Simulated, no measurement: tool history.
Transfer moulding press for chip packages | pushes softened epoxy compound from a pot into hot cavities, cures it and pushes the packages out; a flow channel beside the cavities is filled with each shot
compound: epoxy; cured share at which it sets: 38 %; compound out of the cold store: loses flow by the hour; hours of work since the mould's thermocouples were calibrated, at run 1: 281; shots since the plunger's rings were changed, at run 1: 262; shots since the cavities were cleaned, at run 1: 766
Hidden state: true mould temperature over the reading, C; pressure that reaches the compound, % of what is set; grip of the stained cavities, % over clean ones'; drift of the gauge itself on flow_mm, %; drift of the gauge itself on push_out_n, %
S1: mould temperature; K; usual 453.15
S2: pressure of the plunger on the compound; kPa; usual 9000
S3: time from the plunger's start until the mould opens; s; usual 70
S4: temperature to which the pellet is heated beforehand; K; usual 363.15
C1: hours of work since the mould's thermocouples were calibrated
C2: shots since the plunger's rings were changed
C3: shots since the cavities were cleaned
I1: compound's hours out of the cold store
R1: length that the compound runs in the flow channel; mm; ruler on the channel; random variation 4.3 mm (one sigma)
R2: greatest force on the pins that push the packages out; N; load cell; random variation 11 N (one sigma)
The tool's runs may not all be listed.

run 1 hour=0 | S1=453.15 S2=9000 S3=70 S4=363.15 | C1=281 C2=262 C3=766 | I1=35.2 | R1=895 R2=848
run 2 hour=16.3 | S1=453.15 S2=9000 S3=70 S4=363.15 | C1=289 C2=480 C3=984 | I1=12.5 | R1=964 R2=932
-- hour=20.9 cavities cleaned with cleaning compound and waxed
run 3 hour=38.2 | S1=453.15 S2=9000 S3=70 S4=363.15 | C1=300 C2=752 C3=231 | I1=14.5 | R1=958 R2=699
run 4 hour=55.2 | S1=453.15 S2=9000 S3=70 S4=363.15 | C1=309 C2=980 C3=459 | I1=45.5 | R1=850 R2=698
run 5 hour=69 | S1=453.15 S2=9000 S3=70 S4=363.15 | C1=316 C2=1165 C3=644 | I1=24.7 | R1=916 R2=835
run 6 hour=84.8 | S1=453.15 S2=9000 S3=98 S4=363.15 | C1=324 C2=1376 C3=855 | I1=18.3 | R1=933 R2=520
-- hour=98 cavities cleaned with cleaning compound and waxed
run 7 hour=107.5 | S1=453.15 S2=9000 S3=98 S4=363.15 | C1=335 C2=1659 C3=127 | I1=36.6 | R1=875 R2=362
run 8 hour=120.2 | S1=453.15 S2=9000 S3=70 S4=369.15 | C1=342 C2=1829 C3=297 | I1=38.9 | R1=863 R2=621
run 9 hour=135 | S1=453.15 S2=9000 S3=70 S4=369.15 | C1=350 C2=2026 C3=494 | I1=44.4 | R1=843 R2=708
run 10 hour=151.5 | S1=455.15 S2=7260 S3=70 S4=369.15 | C1=358 C2=2248 C3=716 | I1=39.9 | R1=760 R2=690
run 11 hour=161.9 | S1=451.15 S2=10270 S3=68 S4=372.15 | C1=364 C2=2387 C3=855 | I1=22.4 | R1=959 R2=998
run 12 hour=172.6 | S1=451.15 S2=10270 S3=53 S4=371.15 | C1=369 C2=2529 C3=997 | I1=46.3 | R1=886 R2=1811
-- hour=175.9 cavities cleaned with cleaning compound and waxed
-- hour=179.7 mould's thermocouples calibrated
run 13 hour=185.8 | S1=453.15 S2=8250 S3=70 S4=363.15 | C1=3 C2=2659 C3=105 | I1=41.6 | R1=806 R2=546
run 14 hour=202.1 | S1=453.15 S2=8250 S3=70 S4=363.15 | C1=12 C2=2877 C3=323 | I1=36.5 | R1=818 R2=648

Forecast each of these 4 alternatives for the next run:
run A hour=223.4 | S1=453.15 S2=8250 S3=53 S4=363.15 | C1=23 C2=3162 C3=608 | I1=12.4 | R1=? R2=?
run B hour=223.4 | S1=448.15 S2=8480 S3=70 S4=364.15 | C1=23 C2=3162 C3=608 | I1=37.6 | R1=? R2=?
run C hour=223.4 | S1=453.15 S2=8820 S3=107 S4=363.15 | C1=23 C2=3162 C3=608 | I1=38.4 | R1=? R2=?
run D hour=223.4 | S1=453.15 S2=7530 S3=54 S4=363.15 | C1=23 C2=3162 C3=608 | I1=35.2 | R1=? R2=?

run=A R1=873 R2=1695
run=B R1=829 R2=1064
run=C R1=823 R2=490
run=D R1=774 R2=1580
Without the tool's hidden state the same runs would have given:
run=A R1=928 R2=1038
run=B R1=882 R2=655
run=C R1=876 R2=300
run=D R1=823 R2=971

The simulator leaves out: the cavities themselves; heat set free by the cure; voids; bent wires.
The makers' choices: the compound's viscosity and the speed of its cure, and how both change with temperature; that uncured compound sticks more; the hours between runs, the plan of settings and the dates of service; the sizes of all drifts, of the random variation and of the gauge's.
